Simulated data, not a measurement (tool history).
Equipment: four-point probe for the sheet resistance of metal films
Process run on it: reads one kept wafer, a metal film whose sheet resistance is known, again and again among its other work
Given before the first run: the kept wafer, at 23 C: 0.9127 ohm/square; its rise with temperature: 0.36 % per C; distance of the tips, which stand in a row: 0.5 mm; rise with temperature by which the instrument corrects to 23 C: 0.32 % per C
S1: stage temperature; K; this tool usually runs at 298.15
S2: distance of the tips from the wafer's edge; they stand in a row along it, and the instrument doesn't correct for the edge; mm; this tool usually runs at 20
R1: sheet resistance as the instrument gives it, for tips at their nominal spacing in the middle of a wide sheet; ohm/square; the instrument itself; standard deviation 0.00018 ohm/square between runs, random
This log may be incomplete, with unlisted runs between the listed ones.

run    hour      S1  S2        R1
  1       0  298.15  20  0.913944
  2    31.5  298.15  20  0.914253
  3    76.7  298.15  20  0.913917
  4    96.9  298.15  20  0.914021
  5   129.3  298.15  20  0.913863
  6   151.5  298.15  11  0.914618
  7   196.3  298.15  11  0.914402
  8   242.4  292.15  20  0.911231
  9   263.5  298.15  19   0.91366
 10   297.4  308.15  20  0.917999
 11     317  308.15  20  0.918098
 12   337.4  308.15  20  0.918203
 13   379.3  308.15  20  0.918263
 14   422.1  293.15  20  0.911509
 15   459.2  293.15  20  0.911772
 16   487.8  293.15  20   0.91159
 17   516.9  298.15  20  0.913855
 18   564.5  298.15   9   0.91487
 19   590.4  298.15   9  0.914935
 20   637.5  297.15  20  0.913572
 21   675.9  297.15  20  0.913722
 22   699.7  297.15  20  0.913377
 23   746.2  299.15  20  0.914245
 24   768.8  299.15   8  0.915933
 25   796.4  299.15   8  0.915449
 26   834.6  299.15   8  0.915554
 27   870.9  305.15  20  0.916748
 28   902.9  305.15  20  0.916657
 29   935.1  298.15  14  0.913991
 30   981.9  302.15  58  0.915349
 31  1006.5  302.15  58  0.915157
 32    1040  291.15  21  0.910189
 33  1063.5  291.15  32  0.910833
 34  1109.9  291.15  32    0.9108
 35  1129.6  296.15   6  0.915884
 36  1150.6  292.15  65  0.910962
 37  1188.2  303.15  71  0.915623
 38  1211.4  306.15  48  0.916785
 39  1237.3  294.15   3  0.925409
 40  1274.9  298.15   4  0.921038
 41  1295.5  298.15  16  0.913789
 42  1336.1  300.15   6  0.917826
 43  1365.4  300.15   6  0.917822
 44  1390.1  300.15   6  0.917774
 45  1426.9  297.15  21  0.913479

Here are 4 independent what-if runs from the current tool condition. What would each one return?
  A  1474  294.15  21   ?
  B  1474  292.15  20   ?
  C  1474  306.15   6   ?
  D  1474  304.15  16   ?

run        R1
  A  0.912087
  B  0.911165
  C  0.920198
  D  0.916432
With the hidden condition removed and each run's random variation left untouched, the same runs would have given:
run        R1
  A  0.912142
  B  0.911219
  C  0.920253
  D  0.916487
